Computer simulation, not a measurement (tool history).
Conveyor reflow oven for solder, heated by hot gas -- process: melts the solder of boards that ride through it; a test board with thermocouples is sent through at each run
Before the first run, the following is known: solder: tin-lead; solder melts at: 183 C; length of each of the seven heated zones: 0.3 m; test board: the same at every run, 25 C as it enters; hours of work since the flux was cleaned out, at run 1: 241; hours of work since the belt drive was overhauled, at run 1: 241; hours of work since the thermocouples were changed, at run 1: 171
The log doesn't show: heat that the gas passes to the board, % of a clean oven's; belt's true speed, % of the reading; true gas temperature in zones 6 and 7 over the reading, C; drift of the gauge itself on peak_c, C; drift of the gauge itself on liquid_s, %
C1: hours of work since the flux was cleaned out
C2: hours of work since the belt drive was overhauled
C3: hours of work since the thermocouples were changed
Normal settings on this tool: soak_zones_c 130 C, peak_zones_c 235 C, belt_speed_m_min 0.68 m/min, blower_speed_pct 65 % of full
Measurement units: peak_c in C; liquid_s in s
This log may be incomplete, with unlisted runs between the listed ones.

{"run": 1, "day": 0.0, "soak_zones_c": 130, "peak_zones_c": 235, "belt_speed_m_min": 0.68, "blower_speed_pct": 65, "C1": 241, "C2": 241, "C3": 171, "peak_c": 210, "liquid_s": 32.4}
{"run": 2, "day": 2.562, "soak_zones_c": 130, "peak_zones_c": 235, "belt_speed_m_min": 0.68, "blower_speed_pct": 65, "C1": 277, "C2": 277, "C3": 207, "peak_c": 209.9, "liquid_s": 32.3}
{"day": 3.717, "done": "flux residue cleaned out of gas plates and filters"}
{"run": 3, "day": 6.65, "soak_zones_c": 130, "peak_zones_c": 235, "belt_speed_m_min": 0.635, "blower_speed_pct": 65, "C1": 41, "C2": 330, "C3": 261, "peak_c": 215.6, "liquid_s": 39.3}
{"run": 4, "day": 8.688, "soak_zones_c": 130, "peak_zones_c": 235, "belt_speed_m_min": 0.635, "blower_speed_pct": 65, "C1": 69, "C2": 359, "C3": 289, "peak_c": 215.2, "liquid_s": 39}
{"run": 5, "day": 11.683, "soak_zones_c": 130, "peak_zones_c": 235, "belt_speed_m_min": 0.68, "blower_speed_pct": 65, "C1": 111, "C2": 400, "C3": 331, "peak_c": 212.1, "liquid_s": 34.3}
{"run": 6, "day": 13.858, "soak_zones_c": 130, "peak_zones_c": 235, "belt_speed_m_min": 0.68, "blower_speed_pct": 79, "C1": 141, "C2": 431, "C3": 361, "peak_c": 215.3, "liquid_s": 36.5}
{"run": 7, "day": 17.183, "soak_zones_c": 130, "peak_zones_c": 235, "belt_speed_m_min": 0.783, "blower_speed_pct": 65, "C1": 187, "C2": 477, "C3": 407, "peak_c": 205.6, "liquid_s": 24.9}
{"run": 8, "day": 20.062, "soak_zones_c": 130, "peak_zones_c": 235, "belt_speed_m_min": 0.783, "blower_speed_pct": 65, "C1": 227, "C2": 517, "C3": 447, "peak_c": 205.2, "liquid_s": 24.4}
{"run": 9, "day": 23.075, "soak_zones_c": 130, "peak_zones_c": 235, "belt_speed_m_min": 0.68, "blower_speed_pct": 62, "C1": 269, "C2": 559, "C3": 489, "peak_c": 210.1, "liquid_s": 32.4}
{"day": 24.738, "done": "flux residue cleaned out of gas plates and filters"}
{"run": 10, "day": 26.042, "soak_zones_c": 130, "peak_zones_c": 235, "belt_speed_m_min": 0.638, "blower_speed_pct": 65, "C1": 18, "C2": 597, "C3": 528, "peak_c": 216.5, "liquid_s": 39.8}
{"run": 11, "day": 29.55, "soak_zones_c": 124, "peak_zones_c": 249, "belt_speed_m_min": 0.68, "blower_speed_pct": 65, "C1": 67, "C2": 646, "C3": 576, "peak_c": 223.8, "liquid_s": 39.9}
{"run": 12, "day": 31.525, "soak_zones_c": 126, "peak_zones_c": 235, "belt_speed_m_min": 0.68, "blower_speed_pct": 65, "C1": 94, "C2": 673, "C3": 604, "peak_c": 212.5, "liquid_s": 33.5}
{"day": 32.054, "done": "belt drive overhauled, speed set with a stopwatch"}
{"run": 13, "day": 34.004, "soak_zones_c": 130, "peak_zones_c": 228, "belt_speed_m_min": 0.569, "blower_speed_pct": 65, "C1": 127, "C2": 27, "C3": 636, "peak_c": 213.5, "liquid_s": 43.2}
{"run": 14, "day": 36.008, "soak_zones_c": 138, "peak_zones_c": 228, "belt_speed_m_min": 0.569, "blower_speed_pct": 65, "C1": 154, "C2": 55, "C3": 664, "peak_c": 214.4, "liquid_s": 46.3}
{"run": 15, "day": 37.583, "soak_zones_c": 138, "peak_zones_c": 228, "belt_speed_m_min": 0.569, "blower_speed_pct": 65, "C1": 176, "C2": 77, "C3": 686, "peak_c": 214.3, "liquid_s": 46.1}
{"run": 16, "day": 40.354, "soak_zones_c": 130, "peak_zones_c": 238, "belt_speed_m_min": 0.68, "blower_speed_pct": 54, "C1": 215, "C2": 115, "C3": 724, "peak_c": 211.5, "liquid_s": 33.5}
{"run": 17, "day": 42.046, "soak_zones_c": 130, "peak_zones_c": 238, "belt_speed_m_min": 0.68, "blower_speed_pct": 54, "C1": 238, "C2": 139, "C3": 748, "peak_c": 211.3, "liquid_s": 33.2}
{"run": 18, "day": 44.15, "soak_zones_c": 130, "peak_zones_c": 238, "belt_speed_m_min": 0.68, "blower_speed_pct": 54, "C1": 268, "C2": 168, "C3": 777, "peak_c": 211.2, "liquid_s": 33.2}

What if the next run were any one of these 3? Each begins from the tool's condition after run 18:
{"day": 45.958, "done": "flux residue cleaned out of gas plates and filters"}
{"run": "A", "day": 46.642, "soak_zones_c": 130, "peak_zones_c": 238, "belt_speed_m_min": 0.698, "blower_speed_pct": 54, "C1": 9, "C2": 200, "C3": 809, "peak_c": "?", "liquid_s": "?"}
{"day": 45.958, "done": "flux residue cleaned out of gas plates and filters"}
{"run": "B", "day": 46.642, "soak_zones_c": 130, "peak_zones_c": 238, "belt_speed_m_min": 0.581, "blower_speed_pct": 54, "C1": 9, "C2": 200, "C3": 809, "peak_c": "?", "liquid_s": "?"}
{"day": 45.958, "done": "flux residue cleaned out of gas plates and filters"}
{"run": "C", "day": 46.642, "soak_zones_c": 128, "peak_zones_c": 238, "belt_speed_m_min": 0.802, "blower_speed_pct": 58, "C1": 9, "C2": 200, "C3": 809, "peak_c": "?", "liquid_s": "?"}

run=A peak_c=212.7 liquid_s=33.5
run=B peak_c=220.2 liquid_s=46.2
run=C peak_c=207.4 liquid_s=25.3
Without the tool's unlogged condition, the same runs would have read:
run=A peak_c=211.3 liquid_s=32.2
run=B peak_c=218.6 liquid_s=44.8
run=C peak_c=206 liquid_s=24.1

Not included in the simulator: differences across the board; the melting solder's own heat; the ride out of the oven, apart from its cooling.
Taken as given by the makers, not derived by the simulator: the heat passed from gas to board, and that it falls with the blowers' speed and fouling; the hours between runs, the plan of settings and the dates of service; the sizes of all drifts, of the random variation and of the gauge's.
